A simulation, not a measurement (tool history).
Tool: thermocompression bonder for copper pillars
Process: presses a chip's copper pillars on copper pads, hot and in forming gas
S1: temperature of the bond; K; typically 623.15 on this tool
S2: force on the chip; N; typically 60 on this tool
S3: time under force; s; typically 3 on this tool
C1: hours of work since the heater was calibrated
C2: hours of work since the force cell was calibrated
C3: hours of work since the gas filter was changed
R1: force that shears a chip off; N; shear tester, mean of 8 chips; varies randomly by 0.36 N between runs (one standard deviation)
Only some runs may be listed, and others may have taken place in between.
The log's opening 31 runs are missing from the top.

run,hour,S1,S2,S3,C1,C2,C3,R1
32,1927.2,597.15,48,3,77,1042,99,45.6
33,1965.2,643.15,53,5,96,1061,118,75.8
34,2012.5,594.15,60,3,119,1084,141,51.3
35,2068,605.15,60,3,147,1111,169,55.4
36,2141.2,594.15,83,2,183,1148,205,54.1
37,2186,594.15,83,2,205,1170,227,53.7
38,2262.9,641.15,43,3,243,1208,265,57.3
39,2316.5,641.15,43,3,269,1234,291,56.9

Alternative continuations, all from the tool just after run 39; predict every row:
A,2368.3,641.15,71,7,295,1260,317,?
B,2368.3,648.15,43,2,295,1260,317,?
C,2368.3,595.15,43,3,295,1260,317,?
D,2368.3,641.15,55,3,295,1260,317,?

run,R1
A,87.7
B,51.7
C,41.1
D,65.1
Without the tool's unlogged condition, the same runs would have read:
run,R1
A,88.4
B,51.6
C,41.1
D,65.1
